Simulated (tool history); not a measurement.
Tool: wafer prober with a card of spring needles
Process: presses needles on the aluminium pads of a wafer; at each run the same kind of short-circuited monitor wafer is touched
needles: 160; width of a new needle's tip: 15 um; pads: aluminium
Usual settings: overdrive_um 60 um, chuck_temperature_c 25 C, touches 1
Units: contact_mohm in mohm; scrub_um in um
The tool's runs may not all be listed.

run,day,overdrive_um,chuck_temperature_c,touches,contact_mohm,scrub_um
1,0.000,60,25,1,199,11.76
2,0.275,64,25,1,228,12.61
3,0.638,60,25,1,264,11.82
4,0.996,60,75,1,280,11.76
# day 1.162: tips cleaned on abrasive film
5,1.250,60,75,1,320,11.86
6,1.596,60,75,1,308,11.88
7,1.917,60,75,1,310,11.68
8,2.242,60,75,1,304,11.87
# day 2.321: tips cleaned on abrasive film
9,2.517,60,75,1,240,11.68
# day 2.592: tips cleaned on abrasive film, once more
10,2.683,67,56,1,215,13.07
11,3.021,62,79,2,235,12.20
12,3.258,62,28,2,231,12.00
13,3.454,62,45,1,275,12.15
14,3.708,55,45,2,264,10.82
# day 3.771: tips cleaned on abrasive film
15,3.983,55,45,2,232,10.79
16,4.150,79,25,2,209,15.51
17,4.417,79,25,2,218,15.65
18,4.796,79,105,1,258,15.65

5 ways to go on from here, each from the tool as it stands after run 18. What would each give?
# day 4.933: tips cleaned on abrasive film
A,4.954,53,71,1,?,?
# day 4.933: tips cleaned on abrasive film
B,4.954,77,105,2,?,?
# day 4.933: tips cleaned on abrasive film
C,4.954,47,48,3,?,?
# day 4.933: tips cleaned on abrasive film
D,4.954,73,105,1,?,?
# day 4.933: tips cleaned on abrasive film
E,4.954,44,25,1,?,?

run,contact_mohm,scrub_um
A,222,10.44
B,212,15.19
C,212,9.07
D,215,14.29
E,218,8.45
Without the tool's hidden state the same runs would have given:
run,contact_mohm,scrub_um
A,208,10.76
B,207,15.51
C,205,9.39
D,207,14.61
E,197,8.77
